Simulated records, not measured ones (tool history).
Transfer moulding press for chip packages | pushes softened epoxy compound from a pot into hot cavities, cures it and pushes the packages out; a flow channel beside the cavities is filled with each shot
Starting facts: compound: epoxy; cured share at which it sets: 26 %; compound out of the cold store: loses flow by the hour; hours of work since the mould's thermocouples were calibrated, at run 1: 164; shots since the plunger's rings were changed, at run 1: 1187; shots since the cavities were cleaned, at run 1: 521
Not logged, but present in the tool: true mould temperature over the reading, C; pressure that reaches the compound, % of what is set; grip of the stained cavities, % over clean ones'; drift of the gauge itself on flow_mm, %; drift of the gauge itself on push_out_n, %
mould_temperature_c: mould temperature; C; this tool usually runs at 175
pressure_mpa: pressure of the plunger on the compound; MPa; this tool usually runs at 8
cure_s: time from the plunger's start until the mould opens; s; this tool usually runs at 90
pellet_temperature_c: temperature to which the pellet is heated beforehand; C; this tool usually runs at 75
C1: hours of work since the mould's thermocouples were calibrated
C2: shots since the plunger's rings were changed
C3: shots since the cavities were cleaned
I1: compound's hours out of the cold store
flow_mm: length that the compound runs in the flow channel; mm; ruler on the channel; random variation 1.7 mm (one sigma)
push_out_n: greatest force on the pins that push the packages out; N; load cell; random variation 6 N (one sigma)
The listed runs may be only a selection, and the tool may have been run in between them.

run 1 hour=0 | mould_temperature_c=175 pressure_mpa=8 cure_s=90 pellet_temperature_c=75 | C1=164 C2=1187 C3=521 | I1=22.9 | flow_mm=666 push_out_n=399
run 2 hour=13.4 | mould_temperature_c=175 pressure_mpa=8 cure_s=90 pellet_temperature_c=69 | C1=174 C2=1375 C3=709 | I1=39.4 | flow_mm=610 push_out_n=412
run 3 hour=19.2 | mould_temperature_c=175 pressure_mpa=8 cure_s=90 pellet_temperature_c=69 | C1=178 C2=1456 C3=790 | I1=18.7 | flow_mm=680 push_out_n=455
-- hour=28.7 cavities cleaned with cleaning compound and waxed
run 4 hour=33.5 | mould_temperature_c=175 pressure_mpa=8 cure_s=90 pellet_temperature_c=69 | C1=187 C2=1634 C3=66 | I1=14.7 | flow_mm=692 push_out_n=273
run 5 hour=39.1 | mould_temperature_c=175 pressure_mpa=8 cure_s=90 pellet_temperature_c=67 | C1=191 C2=1713 C3=145 | I1=17.2 | flow_mm=685 push_out_n=295
run 6 hour=46.4 | mould_temperature_c=175 pressure_mpa=8 cure_s=90 pellet_temperature_c=67 | C1=197 C2=1815 C3=247 | I1=21.6 | flow_mm=668 push_out_n=324
run 7 hour=53.2 | mould_temperature_c=175 pressure_mpa=8 cure_s=90 pellet_temperature_c=78 | C1=202 C2=1911 C3=343 | I1=24.5 | flow_mm=657 push_out_n=354
run 8 hour=60.6 | mould_temperature_c=171 pressure_mpa=8 cure_s=90 pellet_temperature_c=75 | C1=207 C2=2013 C3=445 | I1=46.8 | flow_mm=595 push_out_n=447
run 9 hour=72.8 | mould_temperature_c=171 pressure_mpa=8 cure_s=90 pellet_temperature_c=75 | C1=216 C2=2183 C3=615 | I1=47.6 | flow_mm=595 push_out_n=521
run 10 hour=80.9 | mould_temperature_c=175 pressure_mpa=8 cure_s=90 pellet_temperature_c=75 | C1=222 C2=2297 C3=729 | I1=33 | flow_mm=631 push_out_n=424
run 11 hour=90.1 | mould_temperature_c=175 pressure_mpa=8 cure_s=114 pellet_temperature_c=75 | C1=228 C2=2426 C3=858 | I1=45.3 | flow_mm=589 push_out_n=386
-- hour=93.9 cavities cleaned with cleaning compound and waxed
run 12 hour=100 | mould_temperature_c=175 pressure_mpa=8 cure_s=114 pellet_temperature_c=75 | C1=235 C2=2543 C3=85 | I1=43.7 | flow_mm=593 push_out_n=229
run 13 hour=112.3 | mould_temperature_c=175 pressure_mpa=8 cure_s=114 pellet_temperature_c=75 | C1=244 C2=2716 C3=258 | I1=42.9 | flow_mm=595 push_out_n=278
run 14 hour=120.4 | mould_temperature_c=175 pressure_mpa=8 cure_s=98 pellet_temperature_c=75 | C1=249 C2=2828 C3=370 | I1=15.3 | flow_mm=686 push_out_n=343
run 15 hour=126.4 | mould_temperature_c=175 pressure_mpa=8 cure_s=98 pellet_temperature_c=75 | C1=254 C2=2913 C3=455 | I1=16.1 | flow_mm=682 push_out_n=344
run 16 hour=140.2 | mould_temperature_c=170 pressure_mpa=8 cure_s=82 pellet_temperature_c=75 | C1=264 C2=3106 C3=648 | I1=36.6 | flow_mm=627 push_out_n=679
run 17 hour=151.6 | mould_temperature_c=175 pressure_mpa=8 cure_s=110 pellet_temperature_c=75 | C1=272 C2=3265 C3=807 | I1=25.2 | flow_mm=649 push_out_n=364
-- hour=159.1 cavities cleaned with cleaning compound and waxed
run 18 hour=160.3 | mould_temperature_c=175 pressure_mpa=7.72 cure_s=70 pellet_temperature_c=83 | C1=277 C2=3365 C3=16 | I1=38.2 | flow_mm=598 push_out_n=361
run 19 hour=168.5 | mould_temperature_c=175 pressure_mpa=7.72 cure_s=70 pellet_temperature_c=83 | C1=283 C2=3479 C3=130 | I1=9.4 | flow_mm=688 push_out_n=476
run 20 hour=178 | mould_temperature_c=178 pressure_mpa=6.02 cure_s=94 pellet_temperature_c=71 | C1=290 C2=3612 C3=263 | I1=24.6 | flow_mm=554 push_out_n=290
run 21 hour=189.4 | mould_temperature_c=175 pressure_mpa=9.84 cure_s=90 pellet_temperature_c=80 | C1=299 C2=3772 C3=423 | I1=43.1 | flow_mm=650 push_out_n=371
run 22 hour=201.5 | mould_temperature_c=175 pressure_mpa=8 cure_s=112 pellet_temperature_c=72 | C1=307 C2=3941 C3=592 | I1=33.6 | flow_mm=615 push_out_n=348
run 23 hour=207.4 | mould_temperature_c=175 pressure_mpa=6.64 cure_s=90 pellet_temperature_c=72 | C1=312 C2=4024 C3=675 | I1=42.2 | flow_mm=536 push_out_n=421
run 24 hour=221 | mould_temperature_c=173 pressure_mpa=6.64 cure_s=90 pellet_temperature_c=81 | C1=322 C2=4213 C3=864 | I1=43.9 | flow_mm=536 push_out_n=498
-- hour=224.5 cavities cleaned with cleaning compound and waxed
run 25 hour=230.4 | mould_temperature_c=175 pressure_mpa=8 cure_s=88 pellet_temperature_c=75 | C1=327 C2=4324 C3=83 | I1=43.6 | flow_mm=582 push_out_n=263
run 26 hour=242.2 | mould_temperature_c=175 pressure_mpa=8 cure_s=88 pellet_temperature_c=75 | C1=336 C2=4489 C3=248 | I1=45 | flow_mm=578 push_out_n=326
run 27 hour=250.5 | mould_temperature_c=175 pressure_mpa=8 cure_s=88 pellet_temperature_c=75 | C1=342 C2=4606 C3=365 | I1=41.8 | flow_mm=587 push_out_n=379
run 28 hour=258.4 | mould_temperature_c=181 pressure_mpa=7.99 cure_s=80 pellet_temperature_c=85 | C1=348 C2=4716 C3=475 | I1=36.6 | flow_mm=585 push_out_n=363
run 29 hour=269.3 | mould_temperature_c=180 pressure_mpa=8 cure_s=90 pellet_temperature_c=78 | C1=356 C2=4868 C3=627 | I1=37.4 | flow_mm=585 push_out_n=371

Predict each of these 3 candidate next runs independently; none follows another, all start after run 29:
run A hour=277.9 | mould_temperature_c=175 pressure_mpa=8 cure_s=103 pellet_temperature_c=75 | C1=362 C2=4988 C3=747 | I1=45.6 | flow_mm=? push_out_n=?
run B hour=277.9 | mould_temperature_c=167 pressure_mpa=8 cure_s=107 pellet_temperature_c=83 | C1=362 C2=4988 C3=747 | I1=23.3 | flow_mm=? push_out_n=?
run C hour=277.9 | mould_temperature_c=175 pressure_mpa=8 cure_s=90 pellet_temperature_c=76 | C1=362 C2=4988 C3=747 | I1=34.4 | flow_mm=? push_out_n=?

run=A flow_mm=573 push_out_n=383
run=B flow_mm=672 push_out_n=557
run=C flow_mm=608 push_out_n=440
With the hidden condition removed and each run's random variation left untouched, the same runs would have given:
run=A flow_mm=598 push_out_n=190
run=B flow_mm=701 push_out_n=273
run=C flow_mm=634 push_out_n=215
